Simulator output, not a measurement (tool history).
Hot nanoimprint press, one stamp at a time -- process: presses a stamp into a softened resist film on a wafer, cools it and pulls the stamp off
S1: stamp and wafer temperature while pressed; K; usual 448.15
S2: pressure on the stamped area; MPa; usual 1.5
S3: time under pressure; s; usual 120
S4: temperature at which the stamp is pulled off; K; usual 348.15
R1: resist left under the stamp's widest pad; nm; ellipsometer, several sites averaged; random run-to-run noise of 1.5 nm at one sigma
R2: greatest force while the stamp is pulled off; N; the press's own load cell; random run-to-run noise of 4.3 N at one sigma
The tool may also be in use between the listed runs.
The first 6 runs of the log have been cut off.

run	hour	S1	S2	S3	S4	R1	R2
7	77.1	449.15	1.92	120	336.15	209.2	319
8	87.8	449.15	1.92	120	336.15	209.5	312
9	102.9	448.15	1.5	120	343.15	252.9	273
10	114.4	448.15	1.5	120	348.15	254	252
11	124.9	448.15	1.5	120	348.15	255.6	246
12	140.8	448.15	1.5	120	348.15	253	249
13	157.1	448.15	1.5	120	348.15	253	258
# hour 161.7: plate thermocouple calibrated
14	172.9	448.15	1.5	120	348.15	254.9	257
15	182.4	446.15	1.5	120	348.15	280.8	263
16	191.1	457.15	1.77	103	338.15	162.3	333
17	205.5	459.15	1.5	120	349.15	155.8	258
18	220.1	459.15	1.5	120	349.15	156.4	268
# hour 236: plate thermocouple calibrated, once more
19	236	448.15	1.18	85	348.15	316.3	272
20	251.8	456.15	2.09	80	342.15	167.1	297
21	267.1	456.15	2.09	168	342.15	125	293
22	275.7	437.15	1.36	102	342.15	447.2	298
23	284	437.15	1.36	102	342.15	448.3	305
24	298	448.15	1.5	149	355.15	230.5	234
25	305.8	446.15	0.99	149	355.15	313.4	223
26	314.5	454.15	2.1	149	355.15	142.8	227
# hour 325.8: stamp cleaned and given a new release coat
27	332	454.15	2.1	74	342.15	189.8	240
28	348	454.15	2.1	74	342.15	191.2	236
29	363.6	452.15	1.5	204	348.15	168.3	210
30	378.6	447.15	1.5	165	333.15	233.3	300

Forecast each of these 3 alternatives for the next run:
A	392.1	438.15	1.5	135	347.15	?	?
B	392.1	439.15	1.34	120	348.15	?	?
C	392.1	447.15	1.1	165	333.15	?	?

run	R1	R2
A	388.3	218
B	404.7	216
C	274.6	283
Without the tool's hidden state the same runs would have given:
run	R1	R2
A	383.8	210
B	400.7	208
C	271.9	272
